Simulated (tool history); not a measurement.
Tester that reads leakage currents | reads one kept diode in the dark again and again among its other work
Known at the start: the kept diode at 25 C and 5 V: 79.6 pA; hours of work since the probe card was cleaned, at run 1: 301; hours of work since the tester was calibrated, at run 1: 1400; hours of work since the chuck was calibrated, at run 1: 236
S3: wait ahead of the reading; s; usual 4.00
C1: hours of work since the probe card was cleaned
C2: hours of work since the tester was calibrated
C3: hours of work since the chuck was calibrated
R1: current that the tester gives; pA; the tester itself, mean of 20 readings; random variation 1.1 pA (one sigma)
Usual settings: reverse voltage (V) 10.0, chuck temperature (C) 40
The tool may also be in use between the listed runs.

{"run": 1, "hour": 0.0, "reverse voltage (V)": 10.0, "chuck temperature (C)": 40, "S3": 4.0, "C1": 301, "C2": 1400, "C3": 236, "R1": 356.94}
{"run": 2, "hour": 73.5, "reverse voltage (V)": 10.0, "chuck temperature (C)": 40, "S3": 4.0, "C1": 336, "C2": 1435, "C3": 271, "R1": 354.99}
{"run": 3, "hour": 126.8, "reverse voltage (V)": 10.0, "chuck temperature (C)": 34, "S3": 4.0, "C1": 361, "C2": 1460, "C3": 296, "R1": 221.82}
{"run": 4, "hour": 203.7, "reverse voltage (V)": 10.0, "chuck temperature (C)": 34, "S3": 4.0, "C1": 397, "C2": 1496, "C3": 332, "R1": 221.11}
{"run": 5, "hour": 260.2, "reverse voltage (V)": 10.0, "chuck temperature (C)": 34, "S3": 4.0, "C1": 424, "C2": 1523, "C3": 359, "R1": 220.77}
{"run": 6, "hour": 328.8, "reverse voltage (V)": 10.0, "chuck temperature (C)": 34, "S3": 4.0, "C1": 456, "C2": 1555, "C3": 391, "R1": 220.52}
{"run": 7, "hour": 371.7, "reverse voltage (V)": 10.0, "chuck temperature (C)": 40, "S3": 4.82, "C1": 476, "C2": 1575, "C3": 411, "R1": 353.35}
{"run": 8, "hour": 438.3, "reverse voltage (V)": 10.0, "chuck temperature (C)": 40, "S3": 4.82, "C1": 507, "C2": 1606, "C3": 442, "R1": 354.28}
{"run": 9, "hour": 500.2, "reverse voltage (V)": 10.0, "chuck temperature (C)": 40, "S3": 4.0, "C1": 536, "C2": 1635, "C3": 471, "R1": 351.29}
{"run": 10, "hour": 559.3, "reverse voltage (V)": 10.0, "chuck temperature (C)": 40, "S3": 4.0, "C1": 564, "C2": 1663, "C3": 499, "R1": 350.87}
{"run": 11, "hour": 606.4, "reverse voltage (V)": 10.0, "chuck temperature (C)": 40, "S3": 4.0, "C1": 586, "C2": 1685, "C3": 521, "R1": 352.28}
{"run": 12, "hour": 648.1, "reverse voltage (V)": 10.0, "chuck temperature (C)": 40, "S3": 4.0, "C1": 606, "C2": 1705, "C3": 541, "R1": 349.47}
{"run": 13, "hour": 709.7, "reverse voltage (V)": 10.0, "chuck temperature (C)": 40, "S3": 4.0, "C1": 635, "C2": 1734, "C3": 570, "R1": 349.4}
{"run": 14, "hour": 760.0, "reverse voltage (V)": 10.0, "chuck temperature (C)": 21, "S3": 4.0, "C1": 658, "C2": 1757, "C3": 593, "R1": 73.31}
{"hour": 768.0, "done": "tester calibrated"}
{"run": 15, "hour": 834.3, "reverse voltage (V)": 10.0, "chuck temperature (C)": 21, "S3": 4.0, "C1": 692, "C2": 31, "C3": 627, "R1": 73.53}
{"run": 16, "hour": 919.9, "reverse voltage (V)": 10.0, "chuck temperature (C)": 40, "S3": 2.0, "C1": 732, "C2": 71, "C3": 667, "R1": 349.81}
{"run": 17, "hour": 966.1, "reverse voltage (V)": 2.8, "chuck temperature (C)": 40, "S3": 2.0, "C1": 754, "C2": 93, "C3": 689, "R1": 202.91}
{"run": 18, "hour": 1026.4, "reverse voltage (V)": 10.2, "chuck temperature (C)": 40, "S3": 4.0, "C1": 782, "C2": 121, "C3": 717, "R1": 348.99}
{"run": 19, "hour": 1072.5, "reverse voltage (V)": 10.2, "chuck temperature (C)": 40, "S3": 4.0, "C1": 804, "C2": 143, "C3": 739, "R1": 349.06}
{"run": 20, "hour": 1144.2, "reverse voltage (V)": 1.8, "chuck temperature (C)": 40, "S3": 3.36, "C1": 838, "C2": 177, "C3": 773, "R1": 167.86}
{"run": 21, "hour": 1224.1, "reverse voltage (V)": 1.8, "chuck temperature (C)": 40, "S3": 3.36, "C1": 875, "C2": 214, "C3": 810, "R1": 166.77}
{"hour": 1250.9, "done": "tester calibrated, once more"}
{"run": 22, "hour": 1305.0, "reverse voltage (V)": 1.8, "chuck temperature (C)": 40, "S3": 3.36, "C1": 912, "C2": 25, "C3": 847, "R1": 164.34}
{"run": 23, "hour": 1355.4, "reverse voltage (V)": 1.8, "chuck temperature (C)": 52, "S3": 5.89, "C1": 936, "C2": 49, "C3": 871, "R1": 402.98}
{"run": 24, "hour": 1412.7, "reverse voltage (V)": 4.0, "chuck temperature (C)": 32, "S3": 1.34, "C1": 963, "C2": 76, "C3": 898, "R1": 120.88}
{"run": 25, "hour": 1500.1, "reverse voltage (V)": 4.0, "chuck temperature (C)": 32, "S3": 1.34, "C1": 1004, "C2": 117, "C3": 939, "R1": 120.66}
{"run": 26, "hour": 1535.9, "reverse voltage (V)": 12.3, "chuck temperature (C)": 32, "S3": 0.31, "C1": 1021, "C2": 134, "C3": 956, "R1": 204.54}
{"run": 27, "hour": 1577.7, "reverse voltage (V)": 12.3, "chuck temperature (C)": 32, "S3": 0.31, "C1": 1040, "C2": 153, "C3": 975, "R1": 203.51}
{"run": 28, "hour": 1632.3, "reverse voltage (V)": 12.3, "chuck temperature (C)": 32, "S3": 0.31, "C1": 1066, "C2": 179, "C3": 1001, "R1": 203.88}
{"run": 29, "hour": 1719.2, "reverse voltage (V)": 7.4, "chuck temperature (C)": 52, "S3": 8.76, "C1": 1107, "C2": 220, "C3": 1042, "R1": 722.53}
{"run": 30, "hour": 1776.4, "reverse voltage (V)": 5.5, "chuck temperature (C)": 56, "S3": 0.54, "C1": 1134, "C2": 247, "C3": 1069, "R1": 855.77}
{"run": 31, "hour": 1848.7, "reverse voltage (V)": 5.5, "chuck temperature (C)": 56, "S3": 0.54, "C1": 1168, "C2": 281, "C3": 1103, "R1": 851.85}
{"run": 32, "hour": 1925.4, "reverse voltage (V)": 5.5, "chuck temperature (C)": 56, "S3": 0.54, "C1": 1204, "C2": 317, "C3": 1139, "R1": 850.97}
{"run": 33, "hour": 1960.6, "reverse voltage (V)": 12.9, "chuck temperature (C)": 59, "S3": 0.54, "C1": 1220, "C2": 333, "C3": 1155, "R1": 1497.14}
{"run": 34, "hour": 2018.0, "reverse voltage (V)": 12.9, "chuck temperature (C)": 59, "S3": 0.54, "C1": 1247, "C2": 360, "C3": 1182, "R1": 1504.34}
{"run": 35, "hour": 2080.2, "reverse voltage (V)": 2.0, "chuck temperature (C)": 46, "S3": 3.62, "C1": 1276, "C2": 389, "C3": 1211, "R1": 264.34}
{"run": 36, "hour": 2126.5, "reverse voltage (V)": 1.1, "chuck temperature (C)": 51, "S3": 0.79, "C1": 1298, "C2": 411, "C3": 1233, "R1": 296.94}
{"run": 37, "hour": 2180.9, "reverse voltage (V)": 5.2, "chuck temperature (C)": 20, "S3": 4.0, "C1": 1323, "C2": 437, "C3": 1259, "R1": 47.83}

How the hidden state differs across the entries between the runs, from the last listed run before each to the first after it:
Between runs 14 and 15: tester calibrated (hour 768.0)
  stray current of the dirty probe card, pA a volt: 0.091 -> 0.094; current scale over the true one, %: 1.25 -> 1.63; true chuck temperature over the reading, C: -0.7 -> -0.72
  measured less the result without the state, R1: -2.88 -> -2.76 pA
Between runs 21 and 22: tester calibrated, once more (hour 1250.9)
  stray current of the dirty probe card, pA a volt: 0.111 -> 0.115; current scale over the true one, %: 1.77 -> -0.06; true chuck temperature over the reading, C: -0.89 -> -0.92
  measured less the result without the state, R1: -8.65 -> -12.11 pA

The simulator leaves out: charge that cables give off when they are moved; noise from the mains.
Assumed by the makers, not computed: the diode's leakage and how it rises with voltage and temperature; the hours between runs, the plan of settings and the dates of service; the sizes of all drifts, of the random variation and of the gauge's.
